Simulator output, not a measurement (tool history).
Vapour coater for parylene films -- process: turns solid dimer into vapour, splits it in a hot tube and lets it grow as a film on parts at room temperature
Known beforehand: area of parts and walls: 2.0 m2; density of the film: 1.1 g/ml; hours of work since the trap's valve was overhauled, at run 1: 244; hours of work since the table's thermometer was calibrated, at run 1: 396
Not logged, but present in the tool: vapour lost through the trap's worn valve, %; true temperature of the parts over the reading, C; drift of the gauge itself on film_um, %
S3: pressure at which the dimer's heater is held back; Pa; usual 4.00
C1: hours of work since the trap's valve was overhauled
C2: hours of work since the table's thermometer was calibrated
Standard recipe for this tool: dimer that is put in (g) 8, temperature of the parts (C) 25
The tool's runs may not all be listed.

{"run": 1, "hour": 0.0, "dimer that is put in (g)": 8, "temperature of the parts (C)": 25, "S3": 4.0, "C1": 244, "C2": 396, "thickness of the film (um)": 2.58}
{"hour": 9.1, "done": "trap's valve overhauled"}
{"run": 2, "hour": 32.9, "dimer that is put in (g)": 4, "temperature of the parts (C)": 25, "S3": 4.0, "C1": 17, "C2": 416, "thickness of the film (um)": 1.35}
{"run": 3, "hour": 52.7, "dimer that is put in (g)": 8, "temperature of the parts (C)": 25, "S3": 4.0, "C1": 31, "C2": 430, "thickness of the film (um)": 2.73}
{"run": 4, "hour": 85.0, "dimer that is put in (g)": 8, "temperature of the parts (C)": 25, "S3": 4.0, "C1": 53, "C2": 452, "thickness of the film (um)": 2.68}
{"run": 5, "hour": 114.7, "dimer that is put in (g)": 8, "temperature of the parts (C)": 25, "S3": 2.15, "C1": 74, "C2": 473, "thickness of the film (um)": 3.08}
{"run": 6, "hour": 155.3, "dimer that is put in (g)": 8, "temperature of the parts (C)": 25, "S3": 4.0, "C1": 102, "C2": 502, "thickness of the film (um)": 2.67}
{"run": 7, "hour": 186.5, "dimer that is put in (g)": 8, "temperature of the parts (C)": 25, "S3": 4.0, "C1": 124, "C2": 523, "thickness of the film (um)": 2.62}
{"run": 8, "hour": 209.8, "dimer that is put in (g)": 8, "temperature of the parts (C)": 25, "S3": 4.0, "C1": 140, "C2": 540, "thickness of the film (um)": 2.63}
{"run": 9, "hour": 231.3, "dimer that is put in (g)": 8, "temperature of the parts (C)": 25, "S3": 4.0, "C1": 155, "C2": 555, "thickness of the film (um)": 2.59}
{"run": 10, "hour": 270.9, "dimer that is put in (g)": 8, "temperature of the parts (C)": 25, "S3": 4.0, "C1": 183, "C2": 582, "thickness of the film (um)": 2.57}
{"run": 11, "hour": 294.4, "dimer that is put in (g)": 8, "temperature of the parts (C)": 25, "S3": 6.94, "C1": 200, "C2": 599, "thickness of the film (um)": 2.24}
{"run": 12, "hour": 316.2, "dimer that is put in (g)": 8, "temperature of the parts (C)": 25, "S3": 4.0, "C1": 215, "C2": 614, "thickness of the film (um)": 2.57}
{"run": 13, "hour": 348.2, "dimer that is put in (g)": 8, "temperature of the parts (C)": 25, "S3": 4.0, "C1": 237, "C2": 637, "thickness of the film (um)": 2.56}
{"hour": 368.5, "done": "trap's valve overhauled"}
{"run": 14, "hour": 371.8, "dimer that is put in (g)": 8, "temperature of the parts (C)": 25, "S3": 4.0, "C1": 2, "C2": 650, "thickness of the film (um)": 2.75}
{"run": 15, "hour": 408.3, "dimer that is put in (g)": 8, "temperature of the parts (C)": 25, "S3": 4.0, "C1": 28, "C2": 676, "thickness of the film (um)": 2.69}
{"run": 16, "hour": 451.4, "dimer that is put in (g)": 14, "temperature of the parts (C)": 25, "S3": 8.83, "C1": 58, "C2": 706, "thickness of the film (um)": 3.92}
{"run": 17, "hour": 489.0, "dimer that is put in (g)": 14, "temperature of the parts (C)": 25, "S3": 8.83, "C1": 84, "C2": 732, "thickness of the film (um)": 3.86}
{"run": 18, "hour": 534.0, "dimer that is put in (g)": 12, "temperature of the parts (C)": 25, "S3": 2.38, "C1": 116, "C2": 764, "thickness of the film (um)": 4.5}
{"hour": 539.2, "done": "table's thermometer calibrated"}
{"run": 19, "hour": 579.6, "dimer that is put in (g)": 4, "temperature of the parts (C)": 25, "S3": 2.38, "C1": 147, "C2": 28, "thickness of the film (um)": 1.47}
{"run": 20, "hour": 620.2, "dimer that is put in (g)": 4, "temperature of the parts (C)": 25, "S3": 2.38, "C1": 175, "C2": 57, "thickness of the film (um)": 1.46}
{"run": 21, "hour": 640.7, "dimer that is put in (g)": 4, "temperature of the parts (C)": 29, "S3": 8.03, "C1": 190, "C2": 71, "thickness of the film (um)": 0.9}
{"run": 22, "hour": 682.7, "dimer that is put in (g)": 12, "temperature of the parts (C)": 30, "S3": 8.03, "C1": 219, "C2": 100, "thickness of the film (um)": 2.58}
{"run": 23, "hour": 717.8, "dimer that is put in (g)": 8, "temperature of the parts (C)": 21, "S3": 6.36, "C1": 244, "C2": 125, "thickness of the film (um)": 2.73}
{"hour": 729.9, "done": "trap's valve overhauled"}
{"hour": 763.4, "done": "table's thermometer calibrated, once more"}
{"run": 24, "hour": 765.0, "dimer that is put in (g)": 5, "temperature of the parts (C)": 27, "S3": 9.02, "C1": 24, "C2": 1, "thickness of the film (um)": 1.31}
{"run": 25, "hour": 788.6, "dimer that is put in (g)": 5, "temperature of the parts (C)": 27, "S3": 9.02, "C1": 40, "C2": 18, "thickness of the film (um)": 1.29}
{"run": 26, "hour": 832.1, "dimer that is put in (g)": 4, "temperature of the parts (C)": 23, "S3": 4.0, "C1": 71, "C2": 48, "thickness of the film (um)": 1.5}
{"run": 27, "hour": 875.0, "dimer that is put in (g)": 8, "temperature of the parts (C)": 19, "S3": 7.78, "C1": 101, "C2": 78, "thickness of the film (um)": 3.08}
{"run": 28, "hour": 898.2, "dimer that is put in (g)": 8, "temperature of the parts (C)": 19, "S3": 7.78, "C1": 117, "C2": 94, "thickness of the film (um)": 3.05}
{"run": 29, "hour": 918.8, "dimer that is put in (g)": 4, "temperature of the parts (C)": 27, "S3": 6.41, "C1": 131, "C2": 109, "thickness of the film (um)": 1.1}

3 ways to go on from here, each from the tool as it stands after run 29. What would each give?
{"run": "A", "hour": 951.5, "dimer that is put in (g)": 3, "temperature of the parts (C)": 23, "S3": 2.55, "C1": 154, "C2": 132, "thickness of the film (um)": "?"}
{"run": "B", "hour": 951.5, "dimer that is put in (g)": 6, "temperature of the parts (C)": 27, "S3": 10.08, "C1": 154, "C2": 132, "thickness of the film (um)": "?"}
{"run": "C", "hour": 951.5, "dimer that is put in (g)": 6, "temperature of the parts (C)": 25, "S3": 2.94, "C1": 154, "C2": 132, "thickness of the film (um)": "?"}

run=A thickness_of_the_film_(um)=1.22
run=B thickness_of_the_film_(um)=1.45
run=C thickness_of_the_film_(um)=2.16
Without the tool's hidden state the same runs would have given:
run=A thickness_of_the_film_(um)=1.28
run=B thickness_of_the_film_(um)=1.52
run=C thickness_of_the_film_(um)=2.25

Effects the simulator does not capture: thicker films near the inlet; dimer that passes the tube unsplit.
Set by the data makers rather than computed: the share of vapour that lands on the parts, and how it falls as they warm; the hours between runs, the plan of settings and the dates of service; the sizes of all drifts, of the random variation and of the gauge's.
